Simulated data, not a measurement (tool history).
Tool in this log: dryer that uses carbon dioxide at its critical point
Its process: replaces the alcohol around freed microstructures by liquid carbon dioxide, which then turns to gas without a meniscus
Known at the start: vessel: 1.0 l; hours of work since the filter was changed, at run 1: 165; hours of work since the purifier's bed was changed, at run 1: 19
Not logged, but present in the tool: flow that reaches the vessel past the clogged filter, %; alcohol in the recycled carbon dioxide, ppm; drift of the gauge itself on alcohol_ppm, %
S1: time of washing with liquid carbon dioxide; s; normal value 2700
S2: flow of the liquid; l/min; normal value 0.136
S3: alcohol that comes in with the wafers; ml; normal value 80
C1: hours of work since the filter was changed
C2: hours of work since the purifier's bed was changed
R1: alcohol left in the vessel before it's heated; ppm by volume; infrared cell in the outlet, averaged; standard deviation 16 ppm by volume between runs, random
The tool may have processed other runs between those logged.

run 1 hour=0 | S1=2700 S2=0.136 S3=80 | C1=165 C2=19 | R1=1355
run 2 hour=25.4 | S1=2700 S2=0.136 S3=80 | C1=176 C2=31 | R1=1285
-- hour=40.2 inlet filter changed
run 3 hour=57.2 | S1=2700 S2=0.136 S3=80 | C1=8 C2=45 | R1=1080
run 4 hour=81 | S1=2700 S2=0.136 S3=80 | C1=18 C2=55 | R1=1062
run 5 hour=96 | S1=2700 S2=0.136 S3=80 | C1=25 C2=62 | R1=1109
run 6 hour=117.9 | S1=2700 S2=0.136 S3=99 | C1=35 C2=72 | R1=1367

Run 7 is up next; what results do you expect?
run 7 hour=152.4 | S1=2400 S2=0.083 S3=80 | C1=50 C2=87 | R1=?

Run 7 measured R1 7506 ppm by volume.
Take away the tool's hidden state, keep the run-to-run variation as it was, and the same run would have given R1 7200 ppm by volume.

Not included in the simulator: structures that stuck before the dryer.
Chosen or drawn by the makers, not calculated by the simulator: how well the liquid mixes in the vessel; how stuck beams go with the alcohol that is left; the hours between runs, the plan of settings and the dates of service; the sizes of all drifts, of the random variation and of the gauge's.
